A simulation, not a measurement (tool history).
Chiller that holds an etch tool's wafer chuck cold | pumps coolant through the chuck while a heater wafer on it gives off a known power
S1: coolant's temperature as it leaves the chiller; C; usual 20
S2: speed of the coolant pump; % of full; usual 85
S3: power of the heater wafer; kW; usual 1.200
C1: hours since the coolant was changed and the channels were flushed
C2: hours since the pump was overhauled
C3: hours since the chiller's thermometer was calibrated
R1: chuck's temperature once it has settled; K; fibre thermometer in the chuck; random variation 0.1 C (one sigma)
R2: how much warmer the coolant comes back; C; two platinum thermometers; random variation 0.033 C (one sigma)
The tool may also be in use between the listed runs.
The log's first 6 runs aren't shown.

run 7 hour=276.7 | S1=20 S2=85 S3=0.614 | C1=5889 C2=563 C3=231 | R1=300.85 R2=2.56
run 8 hour=305.8 | S1=20 S2=85 S3=0.614 | C1=5918 C2=592 C3=260 | R1=301.05 R2=2.52
run 9 hour=349.5 | S1=20 S2=85 S3=0.614 | C1=5961 C2=635 C3=304 | R1=300.95 R2=2.52
run 10 hour=380.9 | S1=20 S2=95 S3=0.614 | C1=5993 C2=667 C3=335 | R1=300.35 R2=2.25
run 11 hour=410.9 | S1=10 S2=85 S3=1.200 | C1=6023 C2=697 C3=365 | R1=298.45 R2=4.83
run 12 hour=447.5 | S1=20 S2=85 S3=1.200 | C1=6059 C2=733 C3=402 | R1=308.25 R2=4.88
run 13 hour=486.1 | S1=20 S2=85 S3=1.200 | C1=6098 C2=772 C3=440 | R1=308.35 R2=4.89
run 14 hour=519.0 | S1=20 S2=85 S3=1.200 | C1=6131 C2=805 C3=473 | R1=308.55 R2=4.84
run 15 hour=567.8 | S1=20 S2=85 S3=1.200 | C1=6180 C2=854 C3=522 | R1=308.25 R2=4.85
run 16 hour=593.2 | S1=29 S2=85 S3=1.200 | C1=6205 C2=879 C3=547 | R1=317.55 R2=4.92
run 17 hour=644.9 | S1=29 S2=85 S3=1.200 | C1=6257 C2=931 C3=599 | R1=317.55 R2=4.90
run 18 hour=676.4 | S1=20 S2=85 S3=0.907 | C1=6288 C2=962 C3=631 | R1=304.85 R2=3.67
run 19 hour=711.5 | S1=21 S2=78 S3=1.110 | C1=6323 C2=997 C3=666 | R1=309.55 R2=4.94
run 20 hour=753.4 | S1=20 S2=85 S3=1.083 | C1=6365 C2=1039 C3=708 | R1=307.25 R2=4.40
run 21 hour=798.4 | S1=12 S2=74 S3=1.083 | C1=6410 C2=1084 C3=753 | R1=301.05 R2=5.07
run 22 hour=823.8 | S1=20 S2=79 S3=1.200 | C1=6436 C2=1110 C3=778 | R1=309.75 R2=5.25
-- hour=831.6 coolant pump overhauled
run 23 hour=866.6 | S1=20 S2=97 S3=0.887 | C1=6474 C2=35 C3=816 | R1=303.15 R2=3.18
run 24 hour=904.3 | S1=20 S2=97 S3=0.887 | C1=6511 C2=73 C3=853 | R1=303.55 R2=3.20
run 25 hour=958.5 | S1=21 S2=62 S3=1.393 | C1=6565 C2=127 C3=908 | R1=318.15 R2=7.81
run 26 hour=1004.2 | S1=21 S2=98 S3=1.393 | C1=6611 C2=173 C3=953 | R1=310.05 R2=4.95
-- hour=1015.8 coolant pump overhauled, once more
run 27 hour=1034.7 | S1=26 S2=89 S3=1.510 | C1=6637 C2=19 C3=979 | R1=317.75 R2=5.76
-- hour=1071.1 coolant changed, channels flushed
run 28 hour=1075.2 | S1=13 S2=64 S3=1.208 | C1=4 C2=53 C3=1013 | R1=302.65 R2=6.43
run 29 hour=1111.6 | S1=20 S2=75 S3=1.200 | C1=41 C2=90 C3=1050 | R1=307.55 R2=5.45
run 30 hour=1156.3 | S1=23 S2=85 S3=0.889 | C1=85 C2=135 C3=1094 | R1=305.85 R2=3.60
run 31 hour=1195.6 | S1=17 S2=64 S3=0.889 | C1=124 C2=174 C3=1134 | R1=302.35 R2=4.75

5 ways to go on from here, each from the tool as it stands after run 31. What would each give?
run A hour=1229.3 | S1=20 S2=85 S3=1.560 | C1=158 C2=207 C3=1167 | R1=? R2=?
run B hour=1229.3 | S1=20 S2=97 S3=0.920 | C1=158 C2=207 C3=1167 | R1=? R2=?
run C hour=1229.3 | S1=17 S2=64 S3=0.638 | C1=158 C2=207 C3=1167 | R1=? R2=?
run D hour=1229.3 | S1=17 S2=64 S3=0.893 | C1=158 C2=207 C3=1167 | R1=? R2=?
run E hour=1229.3 | S1=19 S2=64 S3=0.889 | C1=158 C2=207 C3=1167 | R1=? R2=?

run=A R1=309.85 R2=6.23
run=B R1=301.95 R2=3.23
run=C R1=299.05 R2=3.40
run=D R1=302.55 R2=4.72
run=E R1=304.35 R2=4.76
Without the tool's hidden state the same runs would have given:
run=A R1=309.65 R2=6.20
run=B R1=301.85 R2=3.21
run=C R1=298.95 R2=3.39
run=D R1=302.35 R2=4.70
run=E R1=304.15 R2=4.74

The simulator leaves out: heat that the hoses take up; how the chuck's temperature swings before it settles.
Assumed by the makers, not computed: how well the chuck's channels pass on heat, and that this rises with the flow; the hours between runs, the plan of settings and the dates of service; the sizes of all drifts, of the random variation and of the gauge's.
